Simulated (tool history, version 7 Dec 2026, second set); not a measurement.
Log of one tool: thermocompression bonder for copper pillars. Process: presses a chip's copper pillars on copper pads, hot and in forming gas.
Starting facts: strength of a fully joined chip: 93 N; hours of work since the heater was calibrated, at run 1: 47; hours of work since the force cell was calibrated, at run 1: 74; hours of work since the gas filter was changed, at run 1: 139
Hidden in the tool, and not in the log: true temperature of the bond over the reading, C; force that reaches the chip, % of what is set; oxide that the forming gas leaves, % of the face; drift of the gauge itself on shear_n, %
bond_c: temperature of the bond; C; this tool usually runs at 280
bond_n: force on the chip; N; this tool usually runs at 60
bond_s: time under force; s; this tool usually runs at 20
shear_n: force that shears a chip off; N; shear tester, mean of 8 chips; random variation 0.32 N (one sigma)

run,hour,bond_c,bond_n,bond_s,hours of work since the heater was calibrated,hours of work since the force cell was calibrated,hours of work since the gas filter was changed,shear_n
1,0,280,60,20,47,74,139,51
2,22.9,280,60,20,61,87,153,50.4
# hour 32.7: forming gas filter changed
3,44.4,280,60,20,73,100,7,56.2
4,69,280,60,20,87,114,21,55.8
5,85.1,280,60,20,97,123,30,55.7
6,113.5,280,60,28,113,140,47,60.6
7,129.9,280,55,20,123,149,56,51.3
8,159.4,280,55,20,140,166,74,50.6
9,184.6,280,60,20,154,181,88,52.9
10,215.3,263,60,20,172,199,106,42.8
11,228.2,263,60,20,180,206,114,42.5
12,246.4,280,60,16,190,217,124,48.2
13,275,280,60,16,207,234,141,47.5
14,296.2,280,60,20,219,246,153,50.7
# hour 306.1: forming gas filter changed
15,322.7,280,60,20,234,261,10,56.7
16,352.1,280,60,20,251,278,27,55.7
17,381.5,280,60,20,269,295,44,55.2
18,409.1,280,60,20,285,311,60,54
19,433.8,280,60,14,299,326,74,48.4
20,464.7,280,60,14,317,344,92,48
21,493.1,280,65,11,333,360,109,46.2
22,511.7,255,36,34,344,371,119,28.8
23,540.3,255,36,34,361,387,136,28.5
24,563.6,255,36,34,374,401,150,28.1
# hour 578.7: forming gas filter changed
25,586.4,305,36,34,387,414,4,59.4
26,609.5,280,81,14,401,427,18,62.7
27,628.6,280,74,20,412,438,29,63.5
28,644.2,280,60,12,421,447,38,47.8
29,672,280,60,12,437,464,54,46.7
30,685.6,280,60,12,445,472,62,46
31,707.1,294,62,38,457,484,75,72.7
32,729.6,289,53,38,470,497,88,64
33,753.4,289,53,38,484,511,101,63.5
34,770.7,276,83,40,494,521,112,72.3
35,784.6,308,39,37,502,529,120,60.9
36,813.1,254,80,37,519,546,136,57
37,828.8,280,54,39,528,555,145,57.2
38,843.9,280,84,39,537,564,154,71.6
# hour 852: forming gas filter changed
39,866.4,308,75,21,550,576,8,79.7
40,879.4,297,86,44,557,584,16,87

A few steps of shear_n between consecutive runs. Split each: what settings, incoming material and random variation would produce without the hidden state, and what is left over for the hidden state, along with gauge scatter present in only one of the two compared results (measured, and without hidden state):
Run 2 -> 3: forming gas filter changed. shear_n +5.8 N: hidden state +5.9, all else -0.1.
Run 14 -> 15: forming gas filter changed. shear_n +6 N: hidden state +5.7, all else +0.3.
Run 21 -> 22: bond_c 280 -> 255, bond_n 65 -> 36, bond_s 11 -> 34. shear_n -17.4 N: hidden state +1.3, all else -18.7.
Run 24 -> 25: bond_c 255 -> 305, forming gas filter changed. shear_n +31.3 N: hidden state +2.9, all else +28.4.
Run 30 -> 31: bond_c 280 -> 294, bond_n 60 -> 62, bond_s 12 -> 38. shear_n +26.7 N: hidden state -1.9, all else +28.6.
Run 38 -> 39: bond_c 280 -> 308, bond_n 84 -> 75, bond_s 39 -> 21, forming gas filter changed. shear_n +8.1 N: hidden state +8, all else +0.1.

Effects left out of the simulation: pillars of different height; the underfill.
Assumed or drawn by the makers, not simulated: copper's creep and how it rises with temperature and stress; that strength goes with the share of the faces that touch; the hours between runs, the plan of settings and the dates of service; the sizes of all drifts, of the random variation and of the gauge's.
